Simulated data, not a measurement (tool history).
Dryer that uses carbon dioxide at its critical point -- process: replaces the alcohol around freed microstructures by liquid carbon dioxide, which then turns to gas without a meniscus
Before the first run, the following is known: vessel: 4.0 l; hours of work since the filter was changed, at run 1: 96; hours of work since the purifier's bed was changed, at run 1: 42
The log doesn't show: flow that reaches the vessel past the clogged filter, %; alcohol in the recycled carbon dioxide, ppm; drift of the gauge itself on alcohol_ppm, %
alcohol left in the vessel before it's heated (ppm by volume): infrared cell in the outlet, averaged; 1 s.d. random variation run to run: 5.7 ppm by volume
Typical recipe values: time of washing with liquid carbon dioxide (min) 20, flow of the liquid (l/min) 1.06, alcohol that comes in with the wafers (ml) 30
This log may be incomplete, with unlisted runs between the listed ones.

run	hour	time of washing with liquid carbon dioxide (min)	flow of the liquid (l/min)	alcohol that comes in with the wafers (ml)	hours of work since the filter was changed	hours of work since the purifier's bed was changed	alcohol left in the vessel before it's heated (ppm by volume)
1	0	20	1.06	30	96	42	230
2	31.7	20	1.06	30	118	64	249
3	55.6	20	1.06	30	135	81	255
4	79.8	20	1.06	30	152	98	285
# hour 89.3: inlet filter changed
5	113	20	1.06	30	17	121	206
6	144.5	20	1.06	30	39	143	219
7	169.5	20	1.06	30	57	161	225
8	197.2	23	1.06	30	76	180	151
9	220.6	23	1.06	30	93	197	161
10	245.8	23	1.06	30	110	214	173
11	268.2	23	1.06	30	126	230	170
12	290.3	23	1.06	30	142	246	177
# hour 313.5: inlet filter changed
13	323.9	20	1.06	30	7	269	223
14	338.8	20	1.06	30	18	279	225
15	364.5	20	1.06	30	36	297	234
16	387.6	20	1.73	30	52	314	68
17	411.1	20	1.73	30	69	330	78
18	442.4	20	0.71	30	91	352	720
19	468.6	20	0.71	30	109	371	750
20	490.9	20	0.71	30	125	386	791
21	521.9	20	0.71	30	147	408	812
# hour 537.9: inlet filter changed
22	551.7	20	0.71	30	10	429	674
23	567.4	20	0.71	69	21	440	1445
24	592	20	0.71	69	38	457	1530
25	620.3	12	0.88	30	58	477	1277
26	646.4	13	1.29	30	76	495	505
27	662	13	1.29	30	87	506	534
28	684.2	13	1.29	30	103	522	548
29	701.3	12	1.79	30	115	534	311
30	725.6	15	1.19	39	132	551	607
31	739.8	28	1.16	30	142	561	125
# hour 762: inlet filter changed
32	762	30	1.06	30	0	576	99
33	776.8	20	1.19	98	10	587	464
34	809.8	31	0.68	62	34	610	476
35	830.6	20	1.36	30	48	625	167
36	864.6	20	1.06	76	72	649	626
37	899.3	20	0.93	21	97	673	328
38	927.1	19	1.13	21	116	693	245
# hour 950.4: purifier's bed changed
39	959.4	20	1.8	30	137	6	35
# hour 990.6: inlet filter changed
40	991.1	20	1.8	30	0	28	22
41	1009.8	20	1.8	30	14	41	32
42	1024.8	20	0.66	39	24	52	946
43	1052.4	27	1.11	49	43	71	88
44	1081.2	27	0.88	28	64	92	139

Expected results for the next run?
45	1102.9	27	0.88	28	79	107	?

Run 45 came out at alcohol left in the vessel before it's heated (ppm by volume) 142.
With the hidden condition absent and the run-to-run variation left alone, this run would have shown alcohol left in the vessel before it's heated (ppm by volume) 107.
